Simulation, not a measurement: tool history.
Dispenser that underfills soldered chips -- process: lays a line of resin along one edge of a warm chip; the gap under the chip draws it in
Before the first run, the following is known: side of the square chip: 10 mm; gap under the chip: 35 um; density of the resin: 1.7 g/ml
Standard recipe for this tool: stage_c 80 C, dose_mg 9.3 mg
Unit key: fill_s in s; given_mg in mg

run	hour	stage_c	dose_mg	fill_s	given_mg
1	0	80	9.3	250.4	9.03
2	4.8	80	9.3	355.5	8.98
# hour 5.8: new syringe of resin
3	11.6	80	9.3	205.6	8.86
4	15.3	77	9.3	297.6	8.92
5	18.4	77	9.3	359.3	8.86
# hour 20.6: new syringe of resin
6	22.2	80	9.3	161	8.72
7	28.8	80	9.3	242.4	8.78
8	32.5	80	9.3	310.9	8.71
# hour 35.4: new syringe of resin
9	37.5	80	9.3	166.8	8.74
10	40.5	80	9.3	199	8.62
11	47.2	80	9.3	295.9	8.66
# hour 50.3: new syringe of resin
12	51.5	80	9.3	156.1	8.74
13	57.4	80	9.3	233.7	8.5
14	61.7	70	9.3	433.3	8.54
# hour 65.1: new syringe of resin
15	68.8	70	9.3	266.1	8.5
16	74.8	70	9.3	379.7	8.5
# hour 79.9: new syringe of resin
17	81.2	83	9.3	141.9	8.42
18	86.3	83	9.3	201.2	8.34
19	89.4	80	8.7	273	7.89
# hour 94.6: new syringe of resin
20	94.6	90	9.89	104.7	8.83
21	97.5	68	9.3	277.1	8.31
22	102.7	73	9.3	321.4	8.16
# hour 105.5: dispensing valve cleaned and set on the balance
23	109.9	69	11.65	524	11.63
# hour 110.6: new syringe of resin
24	115.8	81	8.12	198.3	8
25	122	80	10.83	295.9	10.68
# hour 125.7: new syringe of resin
26	129.3	92	9.31	118.7	9.06
27	135.3	94	8.44	167.4	8.29
# hour 140.4: new syringe of resin
28	141.5	94	8.44	100.3	8.19
29	147.7	94	7.91	150.2	7.61
30	151.7	76	9.37	345.4	9.09
# hour 155.6: new syringe of resin
31	159	76	9.37	208.8	8.99
32	162.8	82	8.02	222.8	7.67
33	167.1	80	10.77	290.5	10.31
# hour 170.8: new syringe of resin
34	173.8	80	10.77	184.6	10.35
35	179	81	8.87	250.5	8.47
36	182.2	91	9.64	209.7	9.09
# hour 185.8: new syringe of resin
37	189.2	76	10.95	209.4	10.25

Run by run, hidden condition taken away, random variation retained:
The hidden state here: resin's viscosity, % of fresh resin's; dose that the valve gives, % of what is set; true chip temperature over the reading, C; drift of the gauge itself on fill_s, %; drift of the gauge itself on given_mg, %.
run	fill_s	given_mg
1	138.9	9.37
2	145.6	9.35
3	138.6	9.27
4	159.3	9.36
5	158.8	9.32
6	141.3	9.2
7	140.9	9.31
8	142.5	9.26
9	142.3	9.33
10	140.8	9.22
11	137.5	9.3
12	136.6	9.42
13	140.8	9.21
14	199	9.28
15	201.4	9.29
16	197.2	9.32
17	123.7	9.29
18	127.6	9.24
19	141	8.75
20	99.7	9.85
21	217.7	9.28
22	182.5	9.16
23	206.4	11.7
24	138.4	8.07
25	140	10.83
26	91.6	9.24
27	88.8	8.48
28	88.7	8.42
29	89.5	7.85
30	161	9.41
31	161.7	9.35
32	135.2	8
33	135.6	10.79
34	141.1	10.87
35	137	8.94
36	94.6	9.62
37	159.8	10.92
